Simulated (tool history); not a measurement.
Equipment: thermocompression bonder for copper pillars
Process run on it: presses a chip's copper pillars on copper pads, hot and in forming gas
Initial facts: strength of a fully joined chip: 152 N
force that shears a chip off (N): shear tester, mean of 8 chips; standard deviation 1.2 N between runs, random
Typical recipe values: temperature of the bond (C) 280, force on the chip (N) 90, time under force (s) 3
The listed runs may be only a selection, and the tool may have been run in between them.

run,hour,temperature of the bond (C),force on the chip (N),time under force (s),force that shears a chip off (N)
1,0,280,90,3,99.9
2,11.8,280,90,3,99.3
3,18.4,280,90,5,113.9
4,25.2,251,90,5,80
5,33.9,251,90,5,78.8
6,41,251,90,4,73.7
7,50.7,251,90,4,74.1
8,62.8,251,90,4,74.5
9,73.1,251,90,4,74.2
10,78.4,270,69,4,80.7
11,85.1,270,69,4,82.1
12,90.8,272,86,3,88.8
13,102.2,272,86,3,88.5
14,114.5,285,76,4,103.7
15,121.5,285,76,4,101.3
16,133.8,285,76,4,100.6
17,141.5,300,80,4,120.6

Missing from the log above: 1 entry noted between runs. For each, name the pair of listed runs it sits between and say how the tool's hidden condition differs from the listed run just before to the listed run just after:
Runs 7 to 8: forming gas filter changed (hour 56.5)
  force that reaches the chip, % of what is set: 97.9 -> 97.8; oxide that the forming gas leaves, % of the face: 2.62 -> 0.59
  what was measured, less what the result would be without the hidden state, force that shears a chip off (N): -5.4 -> -3.9

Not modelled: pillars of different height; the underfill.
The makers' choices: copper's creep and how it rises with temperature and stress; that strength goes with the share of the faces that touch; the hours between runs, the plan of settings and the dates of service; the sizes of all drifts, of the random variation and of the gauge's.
